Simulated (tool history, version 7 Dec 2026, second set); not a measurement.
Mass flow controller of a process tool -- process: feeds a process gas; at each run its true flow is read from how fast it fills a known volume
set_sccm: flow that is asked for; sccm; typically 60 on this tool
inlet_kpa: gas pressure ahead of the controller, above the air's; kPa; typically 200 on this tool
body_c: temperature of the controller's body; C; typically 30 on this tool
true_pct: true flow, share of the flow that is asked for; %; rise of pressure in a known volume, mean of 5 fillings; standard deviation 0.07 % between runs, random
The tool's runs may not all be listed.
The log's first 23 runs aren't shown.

{"hour": 1897.7, "done": "controller's zero set anew"}
{"run": 24, "hour": 1936.9, "set_sccm": 72, "inlet_kpa": 279, "body_c": 35, "true_pct": 98}
{"run": 25, "hour": 2039.3, "set_sccm": 50, "inlet_kpa": 200, "body_c": 30, "true_pct": 96.72}
{"run": 26, "hour": 2102.2, "set_sccm": 52, "inlet_kpa": 200, "body_c": 22, "true_pct": 95.78}
{"run": 27, "hour": 2152.8, "set_sccm": 56, "inlet_kpa": 167, "body_c": 30, "true_pct": 96.62}
{"run": 28, "hour": 2209.3, "set_sccm": 21, "inlet_kpa": 167, "body_c": 22, "true_pct": 94.97}
{"run": 29, "hour": 2277.3, "set_sccm": 195, "inlet_kpa": 271, "body_c": 30, "true_pct": 98.95}
{"run": 30, "hour": 2393.2, "set_sccm": 60, "inlet_kpa": 208, "body_c": 26, "true_pct": 96.35}
{"run": 31, "hour": 2443.2, "set_sccm": 66, "inlet_kpa": 200, "body_c": 22, "true_pct": 95.92}
{"run": 32, "hour": 2528.7, "set_sccm": 103, "inlet_kpa": 200, "body_c": 31, "true_pct": 97.49}
{"run": 33, "hour": 2650.8, "set_sccm": 58, "inlet_kpa": 235, "body_c": 39, "true_pct": 97.8}
{"run": 34, "hour": 2757.0, "set_sccm": 68, "inlet_kpa": 209, "body_c": 39, "true_pct": 97.82}
{"run": 35, "hour": 2819.2, "set_sccm": 60, "inlet_kpa": 180, "body_c": 30, "true_pct": 96.3}
{"run": 36, "hour": 2890.8, "set_sccm": 60, "inlet_kpa": 180, "body_c": 26, "true_pct": 95.9}
{"run": 37, "hour": 2966.7, "set_sccm": 26, "inlet_kpa": 185, "body_c": 30, "true_pct": 95.44}
{"run": 38, "hour": 3018.3, "set_sccm": 28, "inlet_kpa": 165, "body_c": 30, "true_pct": 95.35}
{"run": 39, "hour": 3109.0, "set_sccm": 177, "inlet_kpa": 163, "body_c": 29, "true_pct": 97.79}
{"run": 40, "hour": 3185.1, "set_sccm": 177, "inlet_kpa": 163, "body_c": 29, "true_pct": 97.82}
{"run": 41, "hour": 3251.4, "set_sccm": 111, "inlet_kpa": 271, "body_c": 38, "true_pct": 98.31}
{"run": 42, "hour": 3346.8, "set_sccm": 111, "inlet_kpa": 152, "body_c": 23, "true_pct": 96}
{"run": 43, "hour": 3443.8, "set_sccm": 200, "inlet_kpa": 146, "body_c": 38, "true_pct": 99.01}
{"run": 44, "hour": 3497.4, "set_sccm": 200, "inlet_kpa": 146, "body_c": 38, "true_pct": 98.95}
{"run": 45, "hour": 3568.6, "set_sccm": 200, "inlet_kpa": 199, "body_c": 32, "true_pct": 98.49}
{"run": 46, "hour": 3618.5, "set_sccm": 200, "inlet_kpa": 240, "body_c": 27, "true_pct": 98.11}

Consider 4 possible next runs. They are alternatives, not a sequence: every one starts from the tool as it was left by run 46. What does each give?
{"run": "A", "hour": 3682.5, "set_sccm": 60, "inlet_kpa": 155, "body_c": 30, "true_pct": "?"}
{"run": "B", "hour": 3682.5, "set_sccm": 49, "inlet_kpa": 253, "body_c": 38, "true_pct": "?"}
{"run": "C", "hour": 3682.5, "set_sccm": 75, "inlet_kpa": 240, "body_c": 27, "true_pct": "?"}
{"run": "D", "hour": 3682.5, "set_sccm": 60, "inlet_kpa": 204, "body_c": 30, "true_pct": "?"}

run=A true_pct=95.79
run=B true_pct=97.05
run=C true_pct=96.14
run=D true_pct=95.97
With the hidden condition removed and each run's random variation left untouched, the same runs would have given:
run=A true_pct=98.48
run=B true_pct=99.85
run=C true_pct=98.72
run=D true_pct=98.65
